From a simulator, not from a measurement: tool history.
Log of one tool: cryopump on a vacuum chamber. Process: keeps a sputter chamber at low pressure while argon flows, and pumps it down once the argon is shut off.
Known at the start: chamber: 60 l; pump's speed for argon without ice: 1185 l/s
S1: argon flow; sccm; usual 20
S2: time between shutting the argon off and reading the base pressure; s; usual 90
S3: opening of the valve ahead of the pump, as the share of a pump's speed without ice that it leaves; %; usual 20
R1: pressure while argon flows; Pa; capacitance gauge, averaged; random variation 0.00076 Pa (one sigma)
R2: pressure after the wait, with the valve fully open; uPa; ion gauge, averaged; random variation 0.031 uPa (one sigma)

{"run": 1, "hour": 0.0, "S1": 20, "S2": 90, "S3": 20, "R1": 0.1478, "R2": 4.61}
{"run": 2, "hour": 70.0, "S1": 20, "S2": 90, "S3": 20, "R1": 0.1489, "R2": 4.62}
{"run": 3, "hour": 152.3, "S1": 20, "S2": 90, "S3": 20, "R1": 0.15, "R2": 4.73}
{"run": 4, "hour": 212.9, "S1": 20, "S2": 145, "S3": 20, "R1": 0.1497, "R2": 4.34}
{"run": 5, "hour": 276.6, "S1": 20, "S2": 145, "S3": 20, "R1": 0.1495, "R2": 4.32}
{"run": 6, "hour": 344.5, "S1": 20, "S2": 145, "S3": 20, "R1": 0.1516, "R2": 4.39}
{"run": 7, "hour": 396.4, "S1": 20, "S2": 145, "S3": 20, "R1": 0.1509, "R2": 4.42}
{"run": 8, "hour": 488.6, "S1": 20, "S2": 145, "S3": 20, "R1": 0.1521, "R2": 4.53}
{"run": 9, "hour": 542.4, "S1": 20, "S2": 145, "S3": 20, "R1": 0.1514, "R2": 4.6}
{"run": 10, "hour": 635.0, "S1": 11, "S2": 90, "S3": 20, "R1": 0.0836, "R2": 5.22}
{"hour": 667.5, "done": "pump warmed up, emptied and cooled again"}
{"run": 11, "hour": 735.8, "S1": 11, "S2": 90, "S3": 20, "R1": 0.0783, "R2": 4.42}
{"run": 12, "hour": 819.4, "S1": 14, "S2": 90, "S3": 20, "R1": 0.1011, "R2": 4.54}
{"run": 13, "hour": 878.3, "S1": 14, "S2": 90, "S3": 20, "R1": 0.1022, "R2": 4.53}
{"run": 14, "hour": 937.8, "S1": 20, "S2": 30, "S3": 22, "R1": 0.13, "R2": 7.28}
{"run": 15, "hour": 1013.2, "S1": 37, "S2": 250, "S3": 18, "R1": 0.2991, "R2": 3.72}
{"run": 16, "hour": 1105.1, "S1": 38, "S2": 130, "S3": 16, "R1": 0.3434, "R2": 4.26}
{"run": 17, "hour": 1150.1, "S1": 38, "S2": 130, "S3": 16, "R1": 0.3455, "R2": 4.35}
{"run": 18, "hour": 1218.7, "S1": 9, "S2": 61, "S3": 20, "R1": 0.0659, "R2": 5.4}

Measured less the same run without the tool's hidden state. The same run-to-run variation is in both; the gauge's scatter may not be:
The hidden state here: pump's speed, % of a pump's without ice; cold plate's temperature, K; leak into the chamber, uPa l/s; drift of the gauge itself on working_pa, %; drift of the gauge itself on base_upa, %.
run=1 R1=+0.006 R2=+2.98
run=2 R1=+0.0064 R2=+3.01
run=3 R1=+0.0069 R2=+3.11
run=4 R1=+0.0072 R2=+3.2
run=5 R1=+0.0075 R2=+3.23
run=6 R1=+0.008 R2=+3.29
run=7 R1=+0.0083 R2=+3.34
run=8 R1=+0.0088 R2=+3.43
run=9 R1=+0.0091 R2=+3.5
run=10 R1=+0.0052 R2=+3.62
run=11 R1=+0.0005 R2=+2.79
run=12 R1=+0.0009 R2=+2.91
run=13 R1=+0.0011 R2=+2.9
run=14 R1=+0.0017 R2=+2.94
run=15 R1=+0.0037 R2=+3.01
run=16 R1=+0.0046 R2=+3.07
run=17 R1=+0.0049 R2=+3.14
run=18 R1=+0.0013 R2=+3.15
